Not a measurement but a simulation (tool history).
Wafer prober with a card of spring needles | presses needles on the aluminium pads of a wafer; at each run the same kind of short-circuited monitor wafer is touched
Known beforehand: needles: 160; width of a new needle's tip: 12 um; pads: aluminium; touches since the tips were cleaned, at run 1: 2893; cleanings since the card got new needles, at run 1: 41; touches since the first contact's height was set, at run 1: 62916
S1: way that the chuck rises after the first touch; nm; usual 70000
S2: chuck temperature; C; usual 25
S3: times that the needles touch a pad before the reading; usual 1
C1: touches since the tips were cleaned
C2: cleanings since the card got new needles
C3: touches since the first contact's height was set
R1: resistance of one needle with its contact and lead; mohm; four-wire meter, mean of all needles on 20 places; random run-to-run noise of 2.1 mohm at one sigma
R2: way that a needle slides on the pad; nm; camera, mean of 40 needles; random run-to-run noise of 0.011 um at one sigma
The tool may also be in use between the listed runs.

run,day,S1,S2,S3,C1,C2,C3,R1,R2
1,0.000,70000,25,1,2893,41,62916,227,11040
# day 0.150: tips cleaned on abrasive film
2,0.567,70000,25,1,4197,42,68585,226,11050
# day 0.617: tips cleaned on abrasive film
# day 1.104: tips cleaned on abrasive film
3,1.112,70000,25,1,82,44,73995,222,11020
# day 1.533: tips cleaned on abrasive film
4,1.562,70000,25,1,281,45,78518,225,11020
# day 1.975: tips cleaned on abrasive film
5,2.012,70000,25,1,369,46,82990,221,11030
# day 2.417: tips cleaned on abrasive film
6,2.638,70000,25,1,2196,47,89252,224,11000
# day 2.896: tips cleaned on abrasive film
7,3.054,70000,25,1,1587,48,93416,223,11020
# day 3.338: tips cleaned on abrasive film
8,3.517,70000,25,1,1817,49,98060,227,11000
# day 3.771: tips cleaned on abrasive film
9,4.142,70000,25,1,3747,50,104312,226,11000
# day 4.221: tips cleaned on abrasive film
# day 4.704: tips cleaned on abrasive film
10,4.762,70000,25,1,598,52,110498,223,11010
# day 5.138: tips cleaned on abrasive film
11,5.188,70000,25,1,510,53,114745,223,10990
12,5.479,70000,25,1,3453,53,117688,226,11000
# day 5.575: tips cleaned on abrasive film
13,5.904,70000,25,1,3294,54,121922,224,11000
# day 6.054: tips cleaned on abrasive film
14,6.333,70000,25,1,2791,55,126208,225,10990
# day 6.521: tips cleaned on abrasive film
15,6.692,70000,25,1,1727,56,129794,227,11000
# day 6.962: tips cleaned on abrasive film
16,7.071,70000,87,1,1081,57,133575,240,10990
# day 7.400: tips cleaned on abrasive film
17,7.604,80000,29,2,2026,58,138899,226,12540
# day 7.833: tips cleaned on abrasive film
18,7.996,64000,25,1,1625,59,142816,224,10050
# day 8.300: tips cleaned on abrasive film
19,8.438,86000,37,1,1389,60,147233,224,13480
# day 8.758: tips cleaned on abrasive film
# day 8.854: height of the first contact set anew
20,9.029,70000,25,2,2598,61,1747,225,11000
# day 9.208: tips cleaned on abrasive film
21,9.404,70000,25,2,1996,62,5508,221,10970
# day 9.646: tips cleaned on abrasive film
22,9.808,80000,101,3,1644,63,9558,245,12540
# day 10.092: tips cleaned on abrasive film
23,10.204,73000,25,1,1137,64,13506,221,11420
# day 10.546: tips cleaned on abrasive film
24,10.783,51000,83,2,2412,65,19301,241,7980
# day 10.983: tips cleaned on abrasive film
25,11.217,53000,32,1,2388,66,23637,227,8300
# day 11.442: tips cleaned on abrasive film
26,11.750,73000,25,3,3098,67,28963,220,11410
# day 11.879: tips cleaned on abrasive film
# day 12.308: tips cleaned on abrasive film
27,12.308,58000,25,1,0,69,34525,228,9090
# day 12.750: tips cleaned on abrasive film
28,12.796,57000,27,1,481,70,39383,228,8930
29,13.058,57000,27,1,3138,70,42040,226,8920
# day 13.225: tips cleaned on abrasive film
30,13.567,78000,35,2,3485,71,47138,224,12210
# day 13.692: tips cleaned on abrasive film
31,13.871,70000,47,2,1802,72,50130,230,10930
# day 14.158: tips cleaned on abrasive film
# day 14.192: gauge calibrated
32,14.279,66000,26,1,1185,73,54209,227,10410

Each row is a separate what-if for the run after 32, all from the same tool condition, not one after another. Results?
# day 14.592: tips cleaned on abrasive film
A,14.742,66000,26,1,1531,74,58855,?,?
# day 14.592: tips cleaned on abrasive film
B,14.742,53000,96,2,1531,74,58855,?,?
# day 14.592: tips cleaned on abrasive film
C,14.742,66000,57,3,1531,74,58855,?,?
# day 14.592: tips cleaned on abrasive film
D,14.742,51000,26,2,1531,74,58855,?,?
# day 14.592: tips cleaned on abrasive film
E,14.742,66000,48,2,1531,74,58855,?,?

run,R1,R2
A,223,10400
B,244,8350
C,232,10410
D,228,8040
E,229,10390
With no hidden state in the tool, these same runs would have given:
run,R1,R2
A,222,10400
B,244,8350
C,232,10410
D,228,8050
E,229,10400
